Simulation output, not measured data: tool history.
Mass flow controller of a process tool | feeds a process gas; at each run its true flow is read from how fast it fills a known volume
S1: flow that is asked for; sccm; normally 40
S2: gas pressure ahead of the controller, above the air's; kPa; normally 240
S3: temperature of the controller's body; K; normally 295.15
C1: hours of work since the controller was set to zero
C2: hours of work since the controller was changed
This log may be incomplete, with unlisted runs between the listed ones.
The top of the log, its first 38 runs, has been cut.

{"run": 39, "day": 199.067, "S1": 40, "S2": 181, "S3": 308.15, "C1": 1989, "C2": 7695, "true flow (%)": 96.51}
{"run": 40, "day": 203.862, "S1": 40, "S2": 175, "S3": 308.15, "C1": 2081, "C2": 7786, "true flow (%)": 96.37}
{"run": 41, "day": 211.521, "S1": 9, "S2": 195, "S3": 299.15, "C1": 2227, "C2": 7932, "true flow (%)": 95.55}
{"run": 42, "day": 218.079, "S1": 9, "S2": 197, "S3": 303.15, "C1": 2351, "C2": 8057, "true flow (%)": 95.02}
{"run": 43, "day": 222.442, "S1": 9, "S2": 197, "S3": 303.15, "C1": 2435, "C2": 8140, "true flow (%)": 94.95}
{"run": 44, "day": 228.504, "S1": 5, "S2": 266, "S3": 300.15, "C1": 2550, "C2": 8256, "true flow (%)": 93.99}
{"run": 45, "day": 236.225, "S1": 5, "S2": 266, "S3": 310.15, "C1": 2697, "C2": 8403, "true flow (%)": 92.63}
{"run": 46, "day": 243.425, "S1": 5, "S2": 266, "S3": 310.15, "C1": 2834, "C2": 8540, "true flow (%)": 92.39}
{"run": 47, "day": 249.779, "S1": 5, "S2": 170, "S3": 293.15, "C1": 2955, "C2": 8661, "true flow (%)": 93.36}

Below are 5 alternative next runs, each starting from the tool's condition after run 47. Predict each:
{"run": "A", "day": 255.525, "S1": 5, "S2": 165, "S3": 293.15, "C1": 3065, "C2": 8770, "true flow (%)": "?"}
{"run": "B", "day": 255.525, "S1": 7, "S2": 151, "S3": 303.15, "C1": 3065, "C2": 8770, "true flow (%)": "?"}
{"run": "C", "day": 255.525, "S1": 22, "S2": 170, "S3": 293.15, "C1": 3065, "C2": 8770, "true flow (%)": "?"}
{"run": "D", "day": 255.525, "S1": 6, "S2": 170, "S3": 293.15, "C1": 3065, "C2": 8770, "true flow (%)": "?"}
{"run": "E", "day": 255.525, "S1": 34, "S2": 267, "S3": 296.15, "C1": 3065, "C2": 8770, "true flow (%)": "?"}

run=A true_flow_(%)=93.05
run=B true_flow_(%)=93
run=C true_flow_(%)=96.77
run=D true_flow_(%)=93.79
run=E true_flow_(%)=97.72
The same runs, with their run-to-run variation unchanged, on a tool lacking any hidden condition would have given:
run=A true_flow_(%)=99.89
run=B true_flow_(%)=98.53
run=C true_flow_(%)=100.05
run=D true_flow_(%)=99.86
run=E true_flow_(%)=100.63
